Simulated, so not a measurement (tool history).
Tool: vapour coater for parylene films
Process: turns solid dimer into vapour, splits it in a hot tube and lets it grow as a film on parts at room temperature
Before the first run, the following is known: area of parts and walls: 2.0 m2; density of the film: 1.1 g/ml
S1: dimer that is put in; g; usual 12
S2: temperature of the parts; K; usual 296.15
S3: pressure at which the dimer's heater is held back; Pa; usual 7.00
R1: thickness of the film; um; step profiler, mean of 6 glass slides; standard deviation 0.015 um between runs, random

{"run": 1, "hour": 0.0, "S1": 12, "S2": 296.15, "S3": 7.0, "R1": 3.02}
{"run": 2, "hour": 18.5, "S1": 12, "S2": 296.15, "S3": 7.0, "R1": 3.01}
{"run": 3, "hour": 55.6, "S1": 12, "S2": 296.15, "S3": 7.0, "R1": 3.0}
{"run": 4, "hour": 74.8, "S1": 12, "S2": 296.15, "S3": 7.0, "R1": 3.02}
{"run": 5, "hour": 108.2, "S1": 12, "S2": 296.15, "S3": 7.0, "R1": 2.98}
{"run": 6, "hour": 143.1, "S1": 12, "S2": 296.15, "S3": 7.0, "R1": 2.93}
{"run": 7, "hour": 173.3, "S1": 12, "S2": 289.15, "S3": 7.0, "R1": 3.43}
{"run": 8, "hour": 213.2, "S1": 12, "S2": 289.15, "S3": 7.0, "R1": 3.7}
{"run": 9, "hour": 238.3, "S1": 12, "S2": 289.15, "S3": 7.0, "R1": 3.72}
{"run": 10, "hour": 276.0, "S1": 12, "S2": 289.15, "S3": 7.0, "R1": 3.73}
{"run": 11, "hour": 299.6, "S1": 12, "S2": 289.15, "S3": 7.0, "R1": 3.71}
{"run": 12, "hour": 329.6, "S1": 20, "S2": 289.15, "S3": 7.0, "R1": 6.16}
{"run": 13, "hour": 363.0, "S1": 7, "S2": 296.15, "S3": 7.0, "R1": 1.8}
{"run": 14, "hour": 394.4, "S1": 7, "S2": 296.15, "S3": 7.0, "R1": 1.81}
{"run": 15, "hour": 430.1, "S1": 7, "S2": 296.15, "S3": 7.0, "R1": 1.81}
{"run": 16, "hour": 451.4, "S1": 7, "S2": 296.15, "S3": 7.0, "R1": 1.84}
{"run": 17, "hour": 483.5, "S1": 5, "S2": 296.15, "S3": 7.0, "R1": 1.29}
{"run": 18, "hour": 515.3, "S1": 5, "S2": 296.15, "S3": 7.0, "R1": 1.3}
{"run": 19, "hour": 543.7, "S1": 5, "S2": 296.15, "S3": 7.0, "R1": 1.27}
{"run": 20, "hour": 573.0, "S1": 5, "S2": 296.15, "S3": 7.0, "R1": 1.28}
{"run": 21, "hour": 588.7, "S1": 5, "S2": 301.15, "S3": 7.0, "R1": 1.12}
{"run": 22, "hour": 614.6, "S1": 12, "S2": 296.15, "S3": 7.0, "R1": 3.08}
{"run": 23, "hour": 638.4, "S1": 12, "S2": 296.15, "S3": 7.0, "R1": 3.07}
{"run": 24, "hour": 657.5, "S1": 12, "S2": 296.15, "S3": 7.0, "R1": 3.04}
{"run": 25, "hour": 692.5, "S1": 5, "S2": 305.15, "S3": 2.33, "R1": 1.11}
{"run": 26, "hour": 712.7, "S1": 16, "S2": 301.15, "S3": 2.01, "R1": 3.88}
{"run": 27, "hour": 741.5, "S1": 6, "S2": 294.15, "S3": 4.1, "R1": 1.65}
{"run": 28, "hour": 765.0, "S1": 12, "S2": 296.15, "S3": 2.91, "R1": 3.22}
{"run": 29, "hour": 785.9, "S1": 22, "S2": 296.15, "S3": 3.02, "R1": 5.84}
{"run": 30, "hour": 813.0, "S1": 22, "S2": 306.15, "S3": 5.14, "R1": 4.46}
{"run": 31, "hour": 834.1, "S1": 9, "S2": 299.15, "S3": 4.43, "R1": 2.19}
{"run": 32, "hour": 853.6, "S1": 6, "S2": 308.15, "S3": 4.85, "R1": 1.16}
{"run": 33, "hour": 884.4, "S1": 11, "S2": 299.15, "S3": 4.85, "R1": 2.63}
{"run": 34, "hour": 906.1, "S1": 7, "S2": 294.15, "S3": 7.11, "R1": 1.85}
{"run": 35, "hour": 927.3, "S1": 7, "S2": 294.15, "S3": 7.11, "R1": 1.81}
{"run": 36, "hour": 958.8, "S1": 12, "S2": 296.15, "S3": 3.99, "R1": 3.1}
{"run": 37, "hour": 991.2, "S1": 9, "S2": 303.15, "S3": 5.58, "R1": 1.92}
{"run": 38, "hour": 1029.7, "S1": 8, "S2": 289.15, "S3": 2.78, "R1": 2.49}
{"run": 39, "hour": 1065.2, "S1": 15, "S2": 299.15, "S3": 2.78, "R1": 3.66}
{"run": 40, "hour": 1091.5, "S1": 13, "S2": 304.15, "S3": 2.73, "R1": 3.01}
{"run": 41, "hour": 1109.4, "S1": 13, "S2": 304.15, "S3": 2.73, "R1": 3.04}
{"run": 42, "hour": 1131.6, "S1": 13, "S2": 303.15, "S3": 2.25, "R1": 3.13}
{"run": 43, "hour": 1153.5, "S1": 13, "S2": 303.15, "S3": 2.25, "R1": 3.14}
{"run": 44, "hour": 1175.9, "S1": 11, "S2": 291.15, "S3": 5.6, "R1": 3.37}
{"run": 45, "hour": 1210.2, "S1": 11, "S2": 299.15, "S3": 5.6, "R1": 2.74}
{"run": 46, "hour": 1246.9, "S1": 6, "S2": 299.15, "S3": 8.08, "R1": 1.44}
{"run": 47, "hour": 1276.8, "S1": 6, "S2": 299.15, "S3": 8.08, "R1": 1.47}

Taken out of this log: 3 entries between the listed runs. Where each belongs, and how the hidden state differs across it:
Run 5 -> run 6: table's thermometer calibrated (hour 143.1)
  vapour lost through the trap's worn valve, %: 6.8 -> 7.1; true temperature of the parts over the reading, C: -0.78 -> -0.07
  the result without the hidden state subtracted from the measured one, R1: -0.16 -> -0.22 um
Run 7 -> run 8: trap's valve overhauled (hour 186.6)
  vapour lost through the trap's worn valve, %: 7.3 -> 0.6; true temperature of the parts over the reading, C: -0.09 -> -0.11
  the result without the hidden state subtracted from the measured one, R1: -0.26 -> -0.01 um
Run 39 -> run 40: trap's valve overhauled (hour 1073.4)
  vapour lost through the trap's worn valve, %: 7 -> 0.2; true temperature of the parts over the reading, C: -0.66 -> -0.67
  the result without the hidden state subtracted from the measured one, R1: -0.22 -> +0.05 um
